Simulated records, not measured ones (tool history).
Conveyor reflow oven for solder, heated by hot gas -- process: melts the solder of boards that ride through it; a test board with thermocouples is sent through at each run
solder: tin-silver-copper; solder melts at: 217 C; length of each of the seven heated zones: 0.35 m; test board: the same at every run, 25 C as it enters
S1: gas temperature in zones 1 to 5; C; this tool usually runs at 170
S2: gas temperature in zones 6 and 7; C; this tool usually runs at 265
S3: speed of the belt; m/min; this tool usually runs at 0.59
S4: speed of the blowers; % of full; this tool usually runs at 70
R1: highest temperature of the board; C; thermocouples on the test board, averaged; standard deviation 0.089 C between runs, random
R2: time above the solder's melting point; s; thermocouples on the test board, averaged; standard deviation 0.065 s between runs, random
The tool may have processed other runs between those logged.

run     day   S1   S2     S3  S4      R1     R2
  1       0  170  265   0.59  70  249.16  50.13
  2   2.446  170  265   0.59  70  248.95  50.18
  3   5.608  170  265   0.59  65  247.32  48.53
  4   7.717  170  265   0.59  65  247.47   48.4
      8.721  -- flux residue cleaned out of gas plates and filters
  5  11.125  170  265   0.59  65  248.08   49.3
  6  12.467  170  265   0.59  70  249.76  50.87
  7    14.4  170  265   0.59  70  249.54  50.88
  8  16.229  172  265   0.59  70  249.73  51.56
  9  19.133  170  265   0.59  70  249.42  50.66
 10  22.421  170  265   0.59  70  249.16  50.58
 11  24.012  170  265   0.59  70  249.28  50.57
 12  27.292  170  265   0.59  70  249.09  50.45
 13  29.879  170  265   0.59  70  248.94  50.45
 14  32.562  170  265   0.59  70  248.81  50.38
     32.962  -- belt drive overhauled, speed set with a stopwatch
 15  35.167  170  265   0.59  71   249.1   50.8
 16   37.15  170  265   0.59  71  248.93  50.73
 17  39.188  174  265   0.59  70   249.3  52.25
     41.433  -- flux residue cleaned out of gas plates and filters
 18  41.433  157  269  0.704  68  243.55  34.07
 19  44.062  157  269  0.704  68  243.31  33.99
     46.062  -- belt drive overhauled, speed set with a stopwatch, once more
 20  46.888  157  269  0.704  68  242.74  32.61
 21  49.408  179  269  0.641  68  250.63     49
 22  51.679  174  265  0.609  70   248.3  49.04
 23  54.721  157  271  0.609  70  250.35  45.36
     56.533  -- thermocouples of zones 6 and 7 changed
 24  56.721  165  253   0.59  73   239.4  40.77
 25  59.546  165  253   0.59  73  239.34  40.76
 26  61.796  180  253  0.512  73  244.73  60.34
 27  65.017  156  262   0.64  88  246.88  41.42
 28  67.754  157  262  0.611  88  248.29  45.16
 29  69.708  157  262  0.611  88   248.2  45.18
 30  71.417  180  265   0.59  53  245.67   49.4
 31  73.508  180  265   0.59  53   245.8  49.27

Measured minus without-hidden-state, run by run (identical run-to-run variation in each term; gauge scatter may differ):
Hidden state present: heat that the gas passes to the board, % of a clean oven's; belt's true speed, % of the reading; true gas temperature in zones 6 and 7 over the reading, C; drift of the gauge itself on peak_c, C; drift of the gauge itself on liquid_s, %.
run     R1     R2
  1  -1.08  -0.78
  2  -1.18  -0.85
  3  -1.28  -0.96
  4  -1.36  -1.02
  5  -0.53  -0.08
  6  -0.61   -0.1
  7  -0.68  -0.14
  8  -0.76  -0.17
  9  -0.88  -0.26
 10  -1.01  -0.33
 11  -1.06  -0.37
 12  -1.21  -0.46
 13   -1.3  -0.54
 14   -1.4   -0.6
 15  -1.44  -0.43
 16  -1.52  -0.48
 17  -1.57  -0.45
 18  -0.55  +0.21
 19  -0.67  +0.11
 20  -1.49   -1.2
 21  -1.51  -1.01
 22  -1.61  -1.17
 23  -1.85  -1.29
 24  -0.29  -0.45
 25   -0.4  -0.57
 26  -0.29  -0.34
 27  -0.87  -0.76
 28  -0.93  -0.78
 29  -1.02  -0.85
 30  -0.68  -0.53
 31  -0.75  -0.58
